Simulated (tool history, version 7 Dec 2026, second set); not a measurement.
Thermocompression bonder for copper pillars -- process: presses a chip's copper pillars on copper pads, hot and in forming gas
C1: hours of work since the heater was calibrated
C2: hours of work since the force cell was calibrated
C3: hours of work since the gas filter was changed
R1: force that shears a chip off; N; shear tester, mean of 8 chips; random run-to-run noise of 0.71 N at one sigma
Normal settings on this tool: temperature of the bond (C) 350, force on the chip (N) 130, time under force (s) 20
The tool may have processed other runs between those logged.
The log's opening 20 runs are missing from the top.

run 21 hour=853.4 | temperature_of_the_bond_(C)=350 force_on_the_chip_(N)=123 time_under_force_(s)=10 | C1=204 C2=869 C3=227 | R1=36.0
-- hour=879.1 forming gas filter changed
run 22 hour=899.5 | temperature_of_the_bond_(C)=339 force_on_the_chip_(N)=130 time_under_force_(s)=20 | C1=224 C2=890 C3=9 | R1=43.2
run 23 hour=928.6 | temperature_of_the_bond_(C)=339 force_on_the_chip_(N)=130 time_under_force_(s)=20 | C1=237 C2=903 C3=22 | R1=43.6
run 24 hour=970.0 | temperature_of_the_bond_(C)=339 force_on_the_chip_(N)=130 time_under_force_(s)=31 | C1=256 C2=921 C3=41 | R1=52.2
run 25 hour=1008.8 | temperature_of_the_bond_(C)=339 force_on_the_chip_(N)=130 time_under_force_(s)=31 | C1=273 C2=938 C3=58 | R1=52.4
run 26 hour=1052.1 | temperature_of_the_bond_(C)=325 force_on_the_chip_(N)=130 time_under_force_(s)=48 | C1=292 C2=958 C3=77 | R1=50.8
run 27 hour=1096.9 | temperature_of_the_bond_(C)=349 force_on_the_chip_(N)=127 time_under_force_(s)=26 | C1=312 C2=978 C3=97 | R1=52.8
run 28 hour=1129.9 | temperature_of_the_bond_(C)=349 force_on_the_chip_(N)=164 time_under_force_(s)=53 | C1=327 C2=993 C3=112 | R1=83.1
run 29 hour=1179.4 | temperature_of_the_bond_(C)=350 force_on_the_chip_(N)=159 time_under_force_(s)=20 | C1=349 C2=1015 C3=134 | R1=60.2
run 30 hour=1214.8 | temperature_of_the_bond_(C)=350 force_on_the_chip_(N)=159 time_under_force_(s)=20 | C1=365 C2=1031 C3=150 | R1=61.2
run 31 hour=1240.4 | temperature_of_the_bond_(C)=350 force_on_the_chip_(N)=159 time_under_force_(s)=20 | C1=377 C2=1042 C3=162 | R1=60.0
run 32 hour=1284.2 | temperature_of_the_bond_(C)=351 force_on_the_chip_(N)=92 time_under_force_(s)=27 | C1=396 C2=1062 C3=181 | R1=42.1
run 33 hour=1312.1 | temperature_of_the_bond_(C)=355 force_on_the_chip_(N)=130 time_under_force_(s)=20 | C1=409 C2=1074 C3=194 | R1=53.7
run 34 hour=1366.5 | temperature_of_the_bond_(C)=355 force_on_the_chip_(N)=130 time_under_force_(s)=20 | C1=433 C2=1098 C3=218 | R1=53.5
-- hour=1409.1 forming gas filter changed
run 35 hour=1419.9 | temperature_of_the_bond_(C)=373 force_on_the_chip_(N)=158 time_under_force_(s)=16 | C1=457 C2=1122 C3=5 | R1=70.6
run 36 hour=1469.3 | temperature_of_the_bond_(C)=372 force_on_the_chip_(N)=158 time_under_force_(s)=16 | C1=479 C2=1144 C3=27 | R1=69.0
run 37 hour=1498.7 | temperature_of_the_bond_(C)=341 force_on_the_chip_(N)=114 time_under_force_(s)=10 | C1=492 C2=1157 C3=40 | R1=30.1
run 38 hour=1532.6 | temperature_of_the_bond_(C)=379 force_on_the_chip_(N)=164 time_under_force_(s)=48 | C1=507 C2=1173 C3=55 | R1=98.3
run 39 hour=1562.9 | temperature_of_the_bond_(C)=379 force_on_the_chip_(N)=137 time_under_force_(s)=24 | C1=521 C2=1186 C3=69 | R1=75.9

5 options for the next run, each taken on its own from the tool as it stands now. Forecast them:
run A hour=1621.0 | temperature_of_the_bond_(C)=379 force_on_the_chip_(N)=139 time_under_force_(s)=24 | C1=547 C2=1212 C3=95 | R1=?
run B hour=1621.0 | temperature_of_the_bond_(C)=350 force_on_the_chip_(N)=130 time_under_force_(s)=14 | C1=547 C2=1212 C3=95 | R1=?
run C hour=1621.0 | temperature_of_the_bond_(C)=351 force_on_the_chip_(N)=97 time_under_force_(s)=11 | C1=547 C2=1212 C3=95 | R1=?
run D hour=1621.0 | temperature_of_the_bond_(C)=362 force_on_the_chip_(N)=149 time_under_force_(s)=10 | C1=547 C2=1212 C3=95 | R1=?
run E hour=1621.0 | temperature_of_the_bond_(C)=360 force_on_the_chip_(N)=79 time_under_force_(s)=44 | C1=547 C2=1212 C3=95 | R1=?

run=A R1=77.2
run=B R1=44.1
run=C R1=30.4
run=D R1=50.8
run=E R1=50.1
The same runs, with their run-to-run variation unchanged, on a tool lacking any hidden condition would have given:
run=A R1=77.0
run=B R1=44.0
run=C R1=30.3
run=D R1=50.6
run=E R1=49.9
